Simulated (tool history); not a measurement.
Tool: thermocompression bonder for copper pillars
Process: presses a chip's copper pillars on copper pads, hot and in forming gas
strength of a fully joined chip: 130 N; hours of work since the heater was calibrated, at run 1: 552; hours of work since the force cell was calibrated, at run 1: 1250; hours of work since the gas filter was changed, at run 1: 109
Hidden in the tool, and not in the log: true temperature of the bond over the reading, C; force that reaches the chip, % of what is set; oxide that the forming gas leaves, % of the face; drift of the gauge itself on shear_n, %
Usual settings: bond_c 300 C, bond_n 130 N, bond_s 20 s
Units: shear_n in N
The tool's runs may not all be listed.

run	day	bond_c	bond_n	bond_s	hours of work since the heater was calibrated	hours of work since the force cell was calibrated	hours of work since the gas filter was changed	shear_n
1	0.000	300	130	20	552	1250	109	60.6
2	2.642	277	130	20	601	1299	159	45.9
3	6.196	277	130	20	667	1365	225	46.5
4	8.321	277	130	20	707	1405	264	45.9
# day 11.012: forming gas filter changed
5	11.012	277	130	20	757	1454	0	46.6
6	13.433	277	102	20	802	1500	45	37.1
# day 16.021: force cell calibrated
7	17.525	277	102	20	877	28	120	36.9
8	21.554	300	130	20	952	103	195	60.7
9	25.479	300	130	20	1025	176	268	59.6
# day 28.125: forming gas filter changed
10	28.233	300	130	20	1076	227	2	59.6
11	30.046	300	130	20	1109	261	36	60.2
12	33.796	300	130	20	1179	331	106	60.2
13	37.100	294	130	20	1241	392	167	55.9
# day 38.350: heater calibrated with a thermocouple chip
14	39.538	294	130	20	22	436	211	56.5
15	41.900	300	130	19	66	480	255	58.6
# day 45.429: forming gas filter changed
16	45.846	300	130	11	139	553	8	48.3
17	49.875	300	164	11	214	628	83	58.5
18	53.408	300	164	11	280	694	149	58.6
19	56.446	300	130	20	337	751	205	59.9
20	60.654	281	130	30	415	829	284	57.2
# day 62.304: forming gas filter changed
21	64.896	281	130	30	494	908	48	56.9
22	67.900	281	130	30	550	964	104	56.8
23	71.862	281	130	30	623	1037	178	56.9
24	76.108	310	86	31	703	1116	257	55.8
# day 79.167: forming gas filter changed
25	79.167	310	86	31	759	1173	0	54.6
26	82.700	320	81	26	825	1239	66	55.3
27	85.946	320	81	26	885	1299	126	55.3
28	88.221	299	94	26	928	1342	169	49.8
29	92.288	299	94	26	1004	1417	244	49.5
30	94.462	299	94	26	1044	1458	285	49.6
# day 96.200: forming gas filter changed
31	98.312	311	117	18	1115	1529	39	59.5
# day 99.133: force cell calibrated
32	102.304	317	130	20	1189	59	113	70.5
# day 106.275: heater calibrated with a thermocouple chip
33	106.442	290	107	20	3	135	188	45.2
34	109.121	307	130	20	53	184	238	64.2
35	112.596	307	87	17	118	249	303	43.0
# day 113.350: forming gas filter changed
36	116.954	291	147	17	199	330	67	56.9
37	120.058	313	97	16	256	388	125	48.8
38	123.538	324	168	20	321	453	190	89.2

How the hidden state differs across the entries between the runs, from the last listed run before each to the first after it:
Between runs 4 and 5: forming gas filter changed (day 11.012)
  oxide that the forming gas leaves, % of the face: 0.59 -> 0.51
Between runs 6 and 7: force cell calibrated (day 16.021)
  force that reaches the chip, % of what is set: 99.8 -> 100; oxide that the forming gas leaves, % of the face: 0.52 -> 0.54
Between runs 9 and 10: forming gas filter changed (day 28.125)
  oxide that the forming gas leaves, % of the face: 0.58 -> 0.5
Between runs 13 and 14: heater calibrated with a thermocouple chip (day 38.350)
  true temperature of the bond over the reading, C: -0.3 -> 0; oxide that the forming gas leaves, % of the face: 0.55 -> 0.56
Between runs 15 and 16: forming gas filter changed (day 45.429)
  true temperature of the bond over the reading, C: 0 -> -0.1; oxide that the forming gas leaves, % of the face: 0.58 -> 0.5
Between runs 20 and 21: forming gas filter changed (day 62.304)
  true temperature of the bond over the reading, C: -0.1 -> -0.2; oxide that the forming gas leaves, % of the face: 0.58 -> 0.52
Between runs 24 and 25: forming gas filter changed (day 79.167)
  oxide that the forming gas leaves, % of the face: 0.57 -> 0.5
Between runs 30 and 31: forming gas filter changed (day 96.200)
  oxide that the forming gas leaves, % of the face: 0.59 -> 0.51
Between runs 31 and 32: force cell calibrated (day 99.133)
  true temperature of the bond over the reading, C: -0.3 -> -0.4; force that reaches the chip, % of what is set: 99.8 -> 100; oxide that the forming gas leaves, % of the face: 0.51 -> 0.53
Between runs 32 and 33: heater calibrated with a thermocouple chip (day 106.275)
  true temperature of the bond over the reading, C: -0.4 -> 0; oxide that the forming gas leaves, % of the face: 0.53 -> 0.55
Between runs 35 and 36: forming gas filter changed (day 113.350)
  oxide that the forming gas leaves, % of the face: 0.59 -> 0.52

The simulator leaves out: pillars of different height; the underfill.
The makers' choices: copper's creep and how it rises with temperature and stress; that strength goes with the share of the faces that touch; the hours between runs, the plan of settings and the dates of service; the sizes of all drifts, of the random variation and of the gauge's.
